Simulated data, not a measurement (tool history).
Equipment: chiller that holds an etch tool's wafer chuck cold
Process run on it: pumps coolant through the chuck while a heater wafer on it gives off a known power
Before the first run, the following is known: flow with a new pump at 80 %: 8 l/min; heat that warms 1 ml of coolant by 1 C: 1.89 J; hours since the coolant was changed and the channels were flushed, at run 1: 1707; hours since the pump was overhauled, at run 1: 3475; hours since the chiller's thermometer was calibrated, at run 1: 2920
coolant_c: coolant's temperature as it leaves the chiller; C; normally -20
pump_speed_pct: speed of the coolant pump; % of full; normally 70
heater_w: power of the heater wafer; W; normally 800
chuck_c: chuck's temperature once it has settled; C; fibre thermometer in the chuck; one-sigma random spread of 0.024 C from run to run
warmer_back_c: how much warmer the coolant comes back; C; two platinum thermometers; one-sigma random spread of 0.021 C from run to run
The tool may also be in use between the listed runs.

run,day,coolant_c,pump_speed_pct,heater_w,hours since the coolant was changed and the channels were flushed,hours since the pump was overhauled,hours since the chiller's thermometer was calibrated,chuck_c,warmer_back_c
1,0,-20,70,800,1707,3475,2920,-13.03,3.64
2,3.388,-20,70,800,1788,3556,3001,-13.14,3.62
3,6.738,-20,82,800,1869,3636,3082,-13.85,3.11
4,9.85,-20,70,718,1943,3711,3156,-13.81,3.24
5,13.896,-20,70,718,2041,3808,3253,-13.86,3.29
6,17.529,-20,70,718,2128,3895,3341,-13.86,3.2
7,21.633,-20,70,718,2226,3994,3439,-13.83,3.28
8,26.746,-11,70,718,2349,4116,3562,-4.89,3.25
9,30.067,-11,61,718,2429,4196,3641,-4.26,3.74
10,32.4,-11,61,718,2485,4252,3697,-4.23,3.78
11,35.179,-11,61,718,2551,4319,3764,-4.21,3.74
12,38.042,-11,61,718,2620,4388,3833,-4.27,3.75
13,43.1,-20,70,800,2742,4509,3954,-13.23,3.61
14,46.571,-20,70,407,2825,4592,4038,-16.64,1.86
15,50.196,-20,70,407,2912,4679,4125,-16.66,1.84
16,53.629,-20,70,407,2994,4762,4207,-16.67,1.89
17,56.129,-20,70,407,3054,4822,4267,-16.61,1.88
18,59.25,-23,70,437,3129,4897,4342,-19.41,2.01
# day 63.1: coolant pump overhauled
19,64.829,-23,70,437,3258,41,4471,-19.47,2
# day 68.262: coolant changed, channels flushed
20,70.467,-22,68,719,53,171,4600,-15.87,3.4
21,74.904,-12,68,719,159,277,4707,-5.93,3.36
22,78.667,-12,68,734,250,368,4797,-5.77,3.42
23,83.975,-20,69,584,377,495,4924,-15.15,2.69
24,86.738,-20,69,584,443,561,4991,-15.13,2.69
25,89.058,-14,75,800,499,617,5046,-7.7,3.39
26,91.879,-30,84,800,567,685,5114,-24.22,3.05
27,94.358,-30,84,800,626,744,5174,-24.22,3.03
28,98.488,-17,78,728,725,843,5273,-11.48,2.98
29,103.142,-17,78,728,837,955,5384,-11.52,2.96
30,107.829,-20,67,800,950,1067,5497,-13.18,3.82
31,111.4,-11,92,927,1035,1153,5583,-4.75,3.19

Some steps in chuck_c between neighbouring runs. How much of each would the tool show without its hidden state too (settings, what came in, random variation), and how much is left for the hidden state, with any gauge scatter that isn't in both results?
The tool's hidden condition here consists of: heat passed by the chuck's channels, % of clean ones'; flow at a given pump speed, % of a new pump's; coolant's true temperature over the reading, C; drift of the gauge itself on chuck_c, C; drift of the gauge itself on warmer_back_c, C.
Run 6 -> 7: settings left as they were, no log entry in between. chuck_c +0.03 C: hidden state -0.02, all else +0.05.
Run 7 -> 8: coolant_c -20 -> -11. chuck_c +8.94 C: hidden state -0.02, all else +8.96.
Run 11 -> 12: settings left as they were, no log entry in between. chuck_c -0.06 C: hidden state -0.02, all else -0.04.
Run 20 -> 21: coolant_c -22 -> -12. chuck_c +9.94 C: hidden state -0.02, all else +9.96.
Run 25 -> 26: coolant_c -14 -> -30, pump_speed_pct 75 -> 84. chuck_c -16.52 C: hidden state +0, all else -16.52.
Run 27 -> 28: coolant_c -30 -> -17, pump_speed_pct 84 -> 78, heater_w 800 -> 728. chuck_c +12.74 C: hidden state -0.01, all else +12.75.
